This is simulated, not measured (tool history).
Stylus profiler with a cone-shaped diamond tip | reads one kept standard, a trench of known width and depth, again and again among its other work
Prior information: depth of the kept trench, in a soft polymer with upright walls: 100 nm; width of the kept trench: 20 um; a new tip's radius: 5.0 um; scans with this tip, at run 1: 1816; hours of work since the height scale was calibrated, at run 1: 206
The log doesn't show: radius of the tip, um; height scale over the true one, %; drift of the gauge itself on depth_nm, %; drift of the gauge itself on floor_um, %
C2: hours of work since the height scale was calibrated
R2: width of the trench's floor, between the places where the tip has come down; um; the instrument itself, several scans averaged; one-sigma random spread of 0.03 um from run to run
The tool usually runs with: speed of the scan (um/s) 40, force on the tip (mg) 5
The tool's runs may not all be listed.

run 1 hour=0 | speed_of_the_scan_(um/s)=40 force_on_the_tip_(mg)=5 | scans_with_this_tip=1816 C2=206 | depth_of_the_trench_(Å)=1014.4 R2=17.74
run 2 hour=25.5 | speed_of_the_scan_(um/s)=40 force_on_the_tip_(mg)=9.25 | scans_with_this_tip=1913 C2=216 | depth_of_the_trench_(Å)=1022.3 R2=17.72
run 3 hour=53.1 | speed_of_the_scan_(um/s)=40 force_on_the_tip_(mg)=9.25 | scans_with_this_tip=2018 C2=228 | depth_of_the_trench_(Å)=1022.1 R2=17.79
run 4 hour=67.9 | speed_of_the_scan_(um/s)=40 force_on_the_tip_(mg)=9.25 | scans_with_this_tip=2074 C2=235 | depth_of_the_trench_(Å)=1022.3 R2=17.78
run 5 hour=91.6 | speed_of_the_scan_(um/s)=40 force_on_the_tip_(mg)=9.25 | scans_with_this_tip=2165 C2=245 | depth_of_the_trench_(Å)=1022.3 R2=17.77
run 6 hour=106.1 | speed_of_the_scan_(um/s)=53 force_on_the_tip_(mg)=9.25 | scans_with_this_tip=2220 C2=251 | depth_of_the_trench_(Å)=1022.2 R2=17.67
run 7 hour=134.7 | speed_of_the_scan_(um/s)=53 force_on_the_tip_(mg)=9.25 | scans_with_this_tip=2329 C2=264 | depth_of_the_trench_(Å)=1022.2 R2=17.71
run 8 hour=151.5 | speed_of_the_scan_(um/s)=53 force_on_the_tip_(mg)=9.25 | scans_with_this_tip=2393 C2=271 | depth_of_the_trench_(Å)=1021.8 R2=17.7
run 9 hour=172.8 | speed_of_the_scan_(um/s)=53 force_on_the_tip_(mg)=9.25 | scans_with_this_tip=2474 C2=280 | depth_of_the_trench_(Å)=1021.9 R2=17.64
run 10 hour=201.8 | speed_of_the_scan_(um/s)=53 force_on_the_tip_(mg)=7.08 | scans_with_this_tip=2584 C2=293 | depth_of_the_trench_(Å)=1018.3 R2=17.7
run 11 hour=216.2 | speed_of_the_scan_(um/s)=95 force_on_the_tip_(mg)=4.29 | scans_with_this_tip=2639 C2=299 | depth_of_the_trench_(Å)=1013.2 R2=17.45

Predict the results of run 12:
run 12 hour=242.2 | speed_of_the_scan_(um/s)=95 force_on_the_tip_(mg)=3.17 | scans_with_this_tip=2738 C2=310 | depth_of_the_trench_(Å)=? R2=?

{"run 12": {"depth of the trench (Å)": 1010.5, "R2": 17.42}}
Without the tool's hidden state the same run would have given depth of the trench (Å) 1011.3, R2 17.63 um.
